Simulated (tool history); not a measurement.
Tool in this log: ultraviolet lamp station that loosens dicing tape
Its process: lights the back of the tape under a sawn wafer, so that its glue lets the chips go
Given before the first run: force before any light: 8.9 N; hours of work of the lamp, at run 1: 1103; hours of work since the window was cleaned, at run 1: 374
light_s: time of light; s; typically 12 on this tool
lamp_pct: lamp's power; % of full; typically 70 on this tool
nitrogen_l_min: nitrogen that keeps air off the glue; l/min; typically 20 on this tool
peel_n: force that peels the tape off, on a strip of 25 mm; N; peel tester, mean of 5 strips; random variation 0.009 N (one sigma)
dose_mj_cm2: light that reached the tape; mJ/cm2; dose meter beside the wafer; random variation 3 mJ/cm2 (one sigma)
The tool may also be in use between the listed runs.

run	hour	light_s	lamp_pct	nitrogen_l_min	hours of work of the lamp	hours of work since the window was cleaned	peel_n	dose_mj_cm2
1	0.0	12	70	20	1103	374	1.093	284
2	82.5	12	70	20	1137	408	1.112	276
3	156.6	12	70	20	1168	439	1.165	270
4	254.8	12	70	20	1208	479	1.216	261
5	337.8	12	70	20	1242	513	1.299	257
# hour 350.2: window cleaned of glue's vapour
6	392.9	12	70	20	1265	18	1.107	284
7	451.4	12	70	20	1289	42	1.130	278
8	550.6	12	70	20	1330	82	1.182	273
9	612.3	6	70	20	1355	108	3.225	132
10	676.7	12	70	20	1382	134	1.280	261
11	762.2	12	70	20	1417	170	1.322	250
12	853.3	12	70	20	1454	207	1.466	248
# hour 884.3: lamp changed
13	906.1	6	70	20	9	228	1.835	218
14	959.9	12	70	22	31	250	0.436	416
15	1012.6	12	70	22	53	272	0.443	422
16	1068.1	12	70	20	76	295	0.449	414
17	1153.1	9	70	7	111	330	1.545	306
18	1205.5	9	70	7	132	352	1.449	305
19	1304.7	12	70	31	173	392	0.431	392
20	1349.9	16	97	20	192	411	0.156	713
21	1405.1	12	93	7	214	434	0.498	509
22	1449.4	12	93	7	233	452	0.529	505
23	1520.8	12	93	7	262	481	0.540	502
# hour 1612.1: window cleaned of glue's vapour
24	1620.4	12	93	7	303	3	0.433	540
25	1684.7	12	93	7	329	30	0.460	538
26	1768.9	13	96	8	364	65	0.335	594
27	1832.3	13	96	8	390	91	0.343	582
28	1874.4	12	71	13	407	108	0.649	397
29	1947.9	24	88	13	438	138	0.133	963
30	2015.3	18	68	20	465	166	0.242	549
31	2056.0	18	68	20	482	183	0.248	543

Per-run results on a tool with no hidden state, each run keeping its own random variation:
What the log doesn't record here: lamp's light, % of a new lamp's; light that the window lets through, % of a clean one's; drift of the gauge itself on peel_n, %; drift of the gauge itself on dose_mj_cm2, %.
run	peel_n	dose_mj_cm2
1	0.376	454
2	0.368	452
3	0.372	451
4	0.366	450
5	0.374	451
6	0.381	457
7	0.376	454
8	0.372	457
9	1.601	226
10	0.379	455
11	0.371	449
12	0.388	457
13	1.668	231
14	0.368	447
15	0.365	457
16	0.358	454
17	1.269	341
18	1.169	344
19	0.309	452
20	0.137	830
21	0.339	599
22	0.349	601
23	0.344	606
24	0.345	594
25	0.355	600
26	0.251	675
27	0.249	672
28	0.457	461
29	0.127	1138
30	0.177	659
31	0.177	657

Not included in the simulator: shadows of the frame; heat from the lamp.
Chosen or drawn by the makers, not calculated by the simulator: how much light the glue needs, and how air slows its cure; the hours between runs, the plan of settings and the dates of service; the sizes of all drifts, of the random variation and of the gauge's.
